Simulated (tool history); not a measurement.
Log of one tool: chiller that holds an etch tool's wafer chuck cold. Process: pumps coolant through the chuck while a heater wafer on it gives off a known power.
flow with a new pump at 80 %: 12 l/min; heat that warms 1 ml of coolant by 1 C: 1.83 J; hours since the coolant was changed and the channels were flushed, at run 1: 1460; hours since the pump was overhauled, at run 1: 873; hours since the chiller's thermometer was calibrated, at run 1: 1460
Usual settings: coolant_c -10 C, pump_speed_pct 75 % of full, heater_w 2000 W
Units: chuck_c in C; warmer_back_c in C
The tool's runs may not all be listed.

run,hour,coolant_c,pump_speed_pct,heater_w,hours since the coolant was changed and the channels were flushed,hours since the pump was overhauled,hours since the chiller's thermometer was calibrated,chuck_c,warmer_back_c
1,0,-10,75,2000,1460,873,1460,13.6,5.83
2,20.5,-10,75,2876,1480,894,1480,24.1,8.45
3,46.6,-10,75,2876,1506,920,1506,24,8.47
4,75.5,-10,75,2876,1535,949,1535,23.8,8.48
5,92.4,-10,75,2876,1552,966,1552,24,8.44
6,122.2,-10,75,2876,1582,995,1582,23.7,8.53
7,144.4,-10,75,2000,1604,1018,1604,13.5,6.03
8,158,-10,75,2000,1617,1031,1617,13.4,6.08
9,179.6,-19,75,2000,1639,1053,1639,4.6,6.04
10,201.9,-19,75,2000,1661,1075,1661,4.6,6.11
11,215.6,-19,75,2000,1675,1089,1675,4.8,6.13
12,235.5,-19,75,2000,1695,1109,1695,4.7,6.11
13,264.1,-19,75,2341,1724,1137,1724,8.6,7.18
14,293.3,-10,89,1267,1753,1167,1753,2.7,3.49
# hour 303.8: gauge calibrated
15,320.4,-6,75,2000,1780,1194,1780,17.5,5.89

Run 16 comes next. What will it give?
16,338.1,-9,99,1795,1798,1211,1798,?,?

{"run 16": {"chuck_c": 7.3, "warmer_back_c": 3.92}}
Without the tool's hidden state the same run would have given chuck_c 7.3 C, warmer_back_c 3.87 C.
